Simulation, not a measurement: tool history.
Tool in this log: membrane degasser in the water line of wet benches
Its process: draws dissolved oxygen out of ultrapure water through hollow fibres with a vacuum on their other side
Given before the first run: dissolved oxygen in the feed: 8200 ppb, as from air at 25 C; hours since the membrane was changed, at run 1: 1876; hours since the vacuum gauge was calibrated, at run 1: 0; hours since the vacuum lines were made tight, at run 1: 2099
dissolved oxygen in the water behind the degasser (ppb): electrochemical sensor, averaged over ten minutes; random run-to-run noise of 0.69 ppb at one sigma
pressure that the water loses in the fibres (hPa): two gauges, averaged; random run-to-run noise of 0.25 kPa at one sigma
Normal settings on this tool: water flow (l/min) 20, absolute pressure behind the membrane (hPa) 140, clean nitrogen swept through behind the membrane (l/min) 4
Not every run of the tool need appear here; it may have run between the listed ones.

run    hour  water flow (l/min)  absolute pressure behind the membrane (hPa)  clean nitrogen swept through behind the membrane (l/min)  hours since the membrane was changed  hours since the vacuum gauge was calibrated  hours since the vacuum lines were made tight  dissolved oxygen in the water behind the degasser (ppb)  pressure that the water loses in the fibres (hPa)
  1       0                  20                                          140                                                         4                                  1876                                            0                                          2099                                                    131.9                                              643.5
  2   133.7                  20                                          140                                                         4                                  2010                                          134                                          2232                                                    133.8                                                650
  3   203.5                  20                                          140                                                         4                                  2079                                          203                                          2302                                                    133.3                                              647.8
  4   285.7                  20                                          140                                                      3.71                                  2162                                          286                                          2384                                                    143.1                                              646.6
  5   361.8                  20                                          140                                                      3.71                                  2238                                          362                                          2461                                                    143.7                                              644.3
  6   439.2                  20                                          140                                                      6.64                                  2315                                          439                                          2538                                                     83.2                                              649.2
  7   533.9                  20                                          129                                                         4                                  2410                                          534                                          2633                                                      121                                              646.5
  8   651.7                  25                                          140                                                         4                                  2528                                          652                                          2750                                                    165.5                                              808.8
  9   766.1                  15                                          140                                                         4                                  2642                                          766                                          2865                                                    101.5                                                485
 10   874.1                  15                                          140                                                         4                                  2750                                          874                                          2973                                                    100.2                                              485.4
 11   962.6                  15                                          140                                                         4                                  2838                                          963                                          3061                                                      101                                              487.2
 12  1034.9                  15                                          140                                                         4                                  2911                                         1035                                          3134                                                    100.8                                              484.7
 13  1111.1                  20                                          140                                                         4                                  2987                                         1111                                          3210                                                    134.7                                              645.3
 14  1241.9                  31                                          140                                                      4.69                                  3118                                         1242                                          3341                                                    178.6                                             1007.6
 15  1350.9                  27                                          140                                                      5.56                                  3227                                         1351                                          3450                                                      134                                              874.6
 16  1418.7                  17                                          240                                                      5.56                                  3295                                         1419                                          3517                                                    158.7                                              548.7
 17  1486.9                  13                                          170                                                      6.02                                  3363                                         1487                                          3586                                                     75.9                                              417.7
 18  1555.4                  14                                          315                                                         4                                  3431                                         1555                                          3654                                                    242.3                                              454.9
 19  1620.6                  14                                          210                                                       4.9                                  3496                                         1621                                          3719                                                    126.8                                              454.4
 20    1746                  17                                          140                                                      2.61                                  3622                                         1746                                          3845                                                    171.7                                              547.6
 21  1809.7                  12                                          129                                                      3.04                                  3686                                         1810                                          3908                                                     95.5                                                387
 22  1896.2                  12                                          129                                                      3.04                                  3772                                         1896                                          3995                                                     95.3                                              386.1
 23  1978.9                  14                                          129                                                      4.03                                  3855                                         1979                                          4078                                                     84.4                                              453.5
 24  2050.9                  14                                          129                                                      4.03                                  3927                                         2051                                          4150                                                     84.9                                              454.4
 25  2128.9                  20                                          140                                                      1.95                                  4005                                         2129                                          4228                                                    262.2                                              643.6
 26  2240.1                  20                                          140                                                      1.81                                  4116                                         2240                                          4339                                                      283                                                646

3 options for the next run, each taken on its own from the tool as it stands now. Forecast them:
  A  2352.2                  12                                          140                                                       2.5                                  4228                                         2352                                          4451                                                        ?                                                  ?
  B  2352.2                  20                                          256                                                      1.81                                  4228                                         2352                                          4451                                                        ?                                                  ?
  C  2352.2                  20                                          250                                                      1.81                                  4228                                         2352                                          4451                                                        ?                                                  ?

run  dissolved oxygen in the water behind the degasser (ppb)  pressure that the water loses in the fibres (hPa)
  A                                                    128.3                                                387
  B                                                    562.8                                              644.9
  C                                                    548.5                                                650
Take away the tool's hidden state, keep each run's random variation, and the runs would have read:
run  dissolved oxygen in the water behind the degasser (ppb)  pressure that the water loses in the fibres (hPa)
  A                                                    125.6                                              386.8
  B                                                    551.2                                              644.6
  C                                                    537.2                                              649.7
